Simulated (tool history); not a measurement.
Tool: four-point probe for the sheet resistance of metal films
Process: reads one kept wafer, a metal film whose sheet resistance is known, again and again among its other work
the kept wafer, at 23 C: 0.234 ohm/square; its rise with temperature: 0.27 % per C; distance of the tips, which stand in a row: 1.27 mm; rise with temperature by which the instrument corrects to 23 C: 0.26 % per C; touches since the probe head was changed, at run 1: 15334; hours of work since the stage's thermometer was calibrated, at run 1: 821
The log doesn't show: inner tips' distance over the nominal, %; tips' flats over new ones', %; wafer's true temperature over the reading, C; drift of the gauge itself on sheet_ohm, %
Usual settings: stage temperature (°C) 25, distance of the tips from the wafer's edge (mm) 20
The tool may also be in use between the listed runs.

run	hour	stage temperature (°C)	distance of the tips from the wafer's edge (mm)	touches since the probe head was changed	hours of work since the stage's thermometer was calibrated	sheet resistance as the instrument gives it (ohm/square)
1	0	25	20	15334	821	0.233139
2	10.6	25	12	15844	830	0.234028
3	27.1	25	12	16632	843	0.234074
4	38.3	30	12	17170	852	0.234232
5	50.2	30	12	17741	861	0.234247
6	64.9	25	20	18446	873	0.233073
7	73	25	20	18834	879	0.232915
8	87.3	25	8	19519	891	0.235815
9	96.1	25	8	19944	898	0.235604
10	112.2	25	20	20713	911	0.232988
11	122.3	25	20	21202	919	0.233017
12	134.7	25	20	21793	929	0.233079
13	145.4	25	14	22308	937	0.233648
14	161.3	25	14	23070	950	0.233593
15	170.4	25	14	23508	957	0.23356
16	186.3	25	14	24267	970	0.233551
17	195.4	25	14	24705	977	0.233502
18	205.5	22	14	25189	985	0.233423
19	222.1	22	14	25985	998	0.233369
20	238.6	22	14	26778	1012	0.233344
21	252.1	30	20	27427	1022	0.233128
22	266.9	30	20	28135	1034	0.233199

Run 23 comes next. What will it give?
23	278.5	30	20	28690	1043	?

sheet resistance as the instrument gives it (ohm/square): 0.233157
Without the tool's hidden state the same run would have given sheet resistance as the instrument gives it (ohm/square) 0.234795.
